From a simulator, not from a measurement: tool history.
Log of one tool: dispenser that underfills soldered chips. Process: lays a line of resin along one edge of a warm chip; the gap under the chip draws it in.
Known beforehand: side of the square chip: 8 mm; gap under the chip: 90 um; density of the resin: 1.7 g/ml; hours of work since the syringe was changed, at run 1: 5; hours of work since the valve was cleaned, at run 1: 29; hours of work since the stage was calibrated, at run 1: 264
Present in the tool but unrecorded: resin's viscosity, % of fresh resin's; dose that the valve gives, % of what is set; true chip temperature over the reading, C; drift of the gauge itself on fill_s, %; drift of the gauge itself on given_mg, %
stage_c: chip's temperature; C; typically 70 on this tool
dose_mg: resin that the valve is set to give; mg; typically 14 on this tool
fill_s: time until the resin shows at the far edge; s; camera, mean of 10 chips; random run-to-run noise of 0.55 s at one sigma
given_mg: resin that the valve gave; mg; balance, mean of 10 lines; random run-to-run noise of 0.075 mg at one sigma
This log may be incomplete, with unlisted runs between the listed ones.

| run | hour | stage_c | dose_mg | hours of work since the syringe was changed | hours of work since the valve was cleaned | hours of work since the stage was calibrated | fill_s | given_mg |
|---|---|---|---|---|---|---|---|---|
| 1 | 0 | 70 | 14 | 5 | 29 | 264 | 60.1 | 13.56 |
| 2 | 6.2 | 68 | 14 | 9 | 33 | 268 | 94.9 | 13.56 |
|  | 9.3 | new syringe of resin |
| 3 | 11.6 | 80 | 14 | 2 | 36 | 271 | 27.9 | 13.7 |
| 4 | 22.5 | 70 | 14 | 9 | 43 | 279 | 86.3 | 13.52 |
|  | 25.4 | new syringe of resin |
| 5 | 30.8 | 70 | 17.7 | 4 | 49 | 284 | 53.4 | 17.18 |
|  | 41.8 | new syringe of resin |
| 6 | 41.8 | 70 | 14 | 0 | 56 | 291 | 41.4 | 13.44 |
| 7 | 46.7 | 70 | 14 | 3 | 59 | 294 | 54.3 | 13.27 |
|  | 58 | new syringe of resin |
| 8 | 58 | 70 | 14 | 0 | 67 | 302 | 41.3 | 13.27 |
| 9 | 64.6 | 69 | 14 | 4 | 71 | 306 | 62 | 13.32 |
| 10 | 69.5 | 69 | 12.5 | 8 | 74 | 310 | 83.2 | 11.76 |
|  | 74.8 | new syringe of resin |
|  | 80.9 | dispensing valve cleaned and set on the balance |
| 11 | 82.1 | 69 | 12.5 | 4 | 1 | 317 | 62.3 | 12.54 |
|  | 92.5 | new syringe of resin |
| 12 | 94.4 | 69 | 12.5 | 1 | 9 | 325 | 48.8 | 12.52 |
| 13 | 103.8 | 69 | 12.5 | 8 | 15 | 331 | 78.4 | 12.4 |
|  | 109 | new syringe of resin |
| 14 | 112.5 | 69 | 15.2 | 2 | 21 | 337 | 49.5 | 14.98 |
| 15 | 122.2 | 69 | 15.2 | 9 | 27 | 344 | 84.2 | 14.77 |
|  | 125.2 | new syringe of resin |
| 16 | 129.6 | 69 | 15.2 | 3 | 32 | 348 | 52.9 | 14.8 |
| 17 | 135.6 | 61 | 14 | 7 | 36 | 352 | 114.5 | 13.6 |
|  | 142 | new syringe of resin |
| 18 | 148 | 61 | 14 | 4 | 44 | 360 | 91.4 | 13.51 |
| 19 | 157.4 | 82 | 13.2 | 10 | 51 | 367 | 50.4 | 12.7 |
|  | 158.8 | new syringe of resin |
| 20 | 166.9 | 82 | 13.2 | 5 | 57 | 373 | 33.9 | 12.72 |
|  | 175 | new syringe of resin |
| 21 | 176.3 | 66 | 17.8 | 1 | 63 | 379 | 50.5 | 17.01 |
| 22 | 184.1 | 60 | 15.9 | 6 | 68 | 384 | 107.8 | 15.21 |
|  | 191.2 | new syringe of resin |
| 23 | 191.8 | 74 | 14 | 0 | 73 | 389 | 33.9 | 13.31 |
| 24 | 197.7 | 74 | 14 | 4 | 77 | 393 | 45.4 | 13.29 |
|  | 205.1 | dispensing valve cleaned and set on the balance |
|  | 208.5 | new syringe of resin |
| 25 | 210.4 | 74 | 14 | 1 | 3 | 401 | 35.6 | 14.12 |
| 26 | 219.8 | 84 | 12.5 | 8 | 10 | 407 | 35.7 | 12.48 |
|  | 224.8 | new syringe of resin |
| 27 | 231.4 | 84 | 12.5 | 4 | 17 | 415 | 28 | 12.29 |
|  | 237 | stage's temperature calibrated |
|  | 242 | new syringe of resin |
| 28 | 244.1 | 57 | 13.6 | 1 | 25 | 5 | 109.3 | 13.36 |
| 29 | 249 | 57 | 13.6 | 5 | 28 | 8 | 140.8 | 13.27 |
|  | 258.5 | new syringe of resin |
| 30 | 258.7 | 57 | 13.6 | 0 | 34 | 14 | 100.1 | 13.19 |
| 31 | 265.6 | 79 | 14.2 | 5 | 39 | 19 | 43.1 | 13.93 |
| 32 | 273.7 | 79 | 14.2 | 10 | 44 | 24 | 66.2 | 13.72 |
|  | 275.7 | new syringe of resin |
| 33 | 280.1 | 68 | 14.9 | 3 | 49 | 28 | 64.6 | 14.39 |
| 34 | 286.2 | 68 | 14.9 | 7 | 53 | 32 | 89.8 | 14.51 |
|  | 292.3 | new syringe of resin |
| 35 | 297.8 | 68 | 14.9 | 4 | 60 | 40 | 67.7 | 14.45 |

Each row is a separate what-if for the run after 35, all from the same tool condition, not one after another. Results?
| A | 307.5 | 70 | 12 | 10 | 67 | 46 | ? | ? |
| B | 307.5 | 78 | 13 | 10 | 67 | 46 | ? | ? |
| C | 307.5 | 58 | 17.3 | 10 | 67 | 46 | ? | ? |
| D | 307.5 | 77 | 17.3 | 10 | 67 | 46 | ? | ? |
| E | 307.5 | 67 | 14.9 | 10 | 67 | 46 | ? | ? |

| run | fill_s | given_mg |
|---|---|---|
| A | 111.9 | 11.62 |
| B | 68.9 | 12.43 |
| C | 199.1 | 16.51 |
| D | 69.4 | 16.54 |
| E | 118.9 | 14.34 |
What these runs would have given with no unlogged condition in the tool:
| run | fill_s | given_mg |
|---|---|---|
| A | 49.9 | 12.14 |
| B | 30.6 | 12.99 |
| C | 89.7 | 17.26 |
| D | 31.3 | 17.29 |
| E | 53.3 | 14.99 |
